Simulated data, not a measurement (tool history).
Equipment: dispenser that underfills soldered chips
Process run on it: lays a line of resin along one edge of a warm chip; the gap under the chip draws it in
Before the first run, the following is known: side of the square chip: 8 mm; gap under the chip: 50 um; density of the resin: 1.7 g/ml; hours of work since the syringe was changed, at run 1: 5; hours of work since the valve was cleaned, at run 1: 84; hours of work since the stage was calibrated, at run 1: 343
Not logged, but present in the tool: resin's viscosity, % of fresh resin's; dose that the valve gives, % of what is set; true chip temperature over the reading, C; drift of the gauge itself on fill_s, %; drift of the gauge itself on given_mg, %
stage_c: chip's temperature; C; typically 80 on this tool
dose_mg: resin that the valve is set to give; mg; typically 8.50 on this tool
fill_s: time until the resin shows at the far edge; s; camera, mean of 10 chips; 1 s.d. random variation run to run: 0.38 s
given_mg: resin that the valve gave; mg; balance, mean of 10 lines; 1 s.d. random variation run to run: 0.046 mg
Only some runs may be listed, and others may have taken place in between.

run   hour  stage_c  dose_mg  hours of work since the syringe was changed  hours of work since the valve was cleaned  hours of work since the stage was calibrated  fill_s  given_mg
  1    0.0       80     8.50                                            5                                         84                                           343    32.7      7.97
       6.3  -- new syringe of resin
  2    7.0       80    10.68                                            0                                         89                                           348    25.2     10.02
  3   18.4       80    10.68                                            9                                         97                                           356    36.7      9.95
      19.4  -- new syringe of resin
  4   24.6       80    10.68                                            4                                        101                                           361    30.4     10.02
      32.5  -- new syringe of resin
  5   32.5       80     8.50                                            0                                        107                                           366    26.4      7.90
      35.2  -- dispensing valve cleaned and set on the balance
  6   45.4       80     8.50                                            9                                          7                                           375    39.3      8.44
      47.3  -- new syringe of resin
  7   56.6       80    10.02                                            7                                         15                                           382    34.6      9.89
      60.3  -- new syringe of resin
  8   66.3       69     9.51                                            4                                         22                                           389    52.0      9.40
      73.4  -- new syringe of resin
  9   77.0       90     8.50                                            3                                         29                                           397    18.7      8.37
      87.5  -- new syringe of resin
 10   90.4       90     8.50                                            2                                         39                                           406    17.8      8.33
 11   99.7       83    10.06                                            9                                         45                                           413    32.8      9.68
     100.7  -- new syringe of resin
 12  106.4       80     9.33                                            4                                         50                                           417    30.7      9.11
     113.8  -- new syringe of resin
 13  113.8       68     7.33                                            0                                         55                                           422    48.5      7.06
 14  123.6       92     7.33                                            7                                         62                                           429    22.4      7.06

Across each entry between runs, compare the hidden state at the last listed run before it with the hidden state at the first listed run after it:
Run 1 -> run 2: new syringe of resin (hour 6.3)
  resin's viscosity, % of fresh resin's: 124.5 -> 100.8; dose that the valve gives, % of what is set: 94.48 -> 94.2; true chip temperature over the reading, C: -1.76 -> -1.79
  difference, measured minus the result without the unlogged condition, fill_s: +8.6 -> +2.2 s; given_mg: -0.47 -> -0.61 mg
Run 3 -> run 4: new syringe of resin (hour 19.4)
  resin's viscosity, % of fresh resin's: 145.7 -> 117.8; dose that the valve gives, % of what is set: 93.64 -> 93.36; true chip temperature over the reading, C: -1.84 -> -1.87
  difference, measured minus the result without the unlogged condition, fill_s: +13.5 -> +6.6 s; given_mg: -0.68 -> -0.72 mg
Run 4 -> run 5: new syringe of resin (hour 32.5)
  resin's viscosity, % of fresh resin's: 117.8 -> 101.5; dose that the valve gives, % of what is set: 93.36 -> 92.98; true chip temperature over the reading, C: -1.87 -> -1.9
  difference, measured minus the result without the unlogged condition, fill_s: +6.6 -> +2.8 s; given_mg: -0.72 -> -0.60 mg
Run 5 -> run 6: dispensing valve cleaned and set on the balance (hour 35.2)
  resin's viscosity, % of fresh resin's: 101.5 -> 148.9; dose that the valve gives, % of what is set: 92.98 -> 99.7; true chip temperature over the reading, C: -1.9 -> -1.95
  difference, measured minus the result without the unlogged condition, fill_s: +2.8 -> +15.1 s; given_mg: -0.60 -> -0.03 mg
Run 6 -> run 7: new syringe of resin (hour 47.3)
  resin's viscosity, % of fresh resin's: 148.9 -> 134.9; dose that the valve gives, % of what is set: 99.7 -> 99.18; true chip temperature over the reading, C: -1.95 -> -2
  difference, measured minus the result without the unlogged condition, fill_s: +15.1 -> +11.1 s; given_mg: -0.03 -> -0.08 mg
Run 7 -> run 8: new syringe of resin (hour 60.3)
  resin's viscosity, % of fresh resin's: 134.9 -> 122.3; dose that the valve gives, % of what is set: 99.18 -> 98.72; true chip temperature over the reading, C: -2 -> -2.04
  difference, measured minus the result without the unlogged condition, fill_s: +11.1 -> +13.6 s; given_mg: -0.08 -> -0.12 mg
Run 8 -> run 9: new syringe of resin (hour 73.4)
  resin's viscosity, % of fresh resin's: 122.3 -> 110; dose that the valve gives, % of what is set: 98.72 -> 98.22; true chip temperature over the reading, C: -2.04 -> -2.08
  difference, measured minus the result without the unlogged condition, fill_s: +13.6 -> +3.3 s; given_mg: -0.12 -> -0.15 mg
Run 9 -> run 10: new syringe of resin (hour 87.5)
  resin's viscosity, % of fresh resin's: 110 -> 108.2; dose that the valve gives, % of what is set: 98.22 -> 97.57; true chip temperature over the reading, C: -2.08 -> -2.14
  difference, measured minus the result without the unlogged condition, fill_s: +3.3 -> +2.8 s; given_mg: -0.15 -> -0.20 mg
Run 11 -> run 12: new syringe of resin (hour 100.7)
  resin's viscosity, % of fresh resin's: 146 -> 118.5; dose that the valve gives, % of what is set: 97.14 -> 96.85; true chip temperature over the reading, C: -2.18 -> -2.21
  difference, measured minus the result without the unlogged condition, fill_s: +12.5 -> +7.3 s; given_mg: -0.29 -> -0.30 mg
Run 12 -> run 13: new syringe of resin (hour 113.8)
  resin's viscosity, % of fresh resin's: 118.5 -> 100.3; dose that the valve gives, % of what is set: 96.85 -> 96.51; true chip temperature over the reading, C: -2.21 -> -2.24
  difference, measured minus the result without the unlogged condition, fill_s: +7.3 -> +5.5 s; given_mg: -0.30 -> -0.25 mg

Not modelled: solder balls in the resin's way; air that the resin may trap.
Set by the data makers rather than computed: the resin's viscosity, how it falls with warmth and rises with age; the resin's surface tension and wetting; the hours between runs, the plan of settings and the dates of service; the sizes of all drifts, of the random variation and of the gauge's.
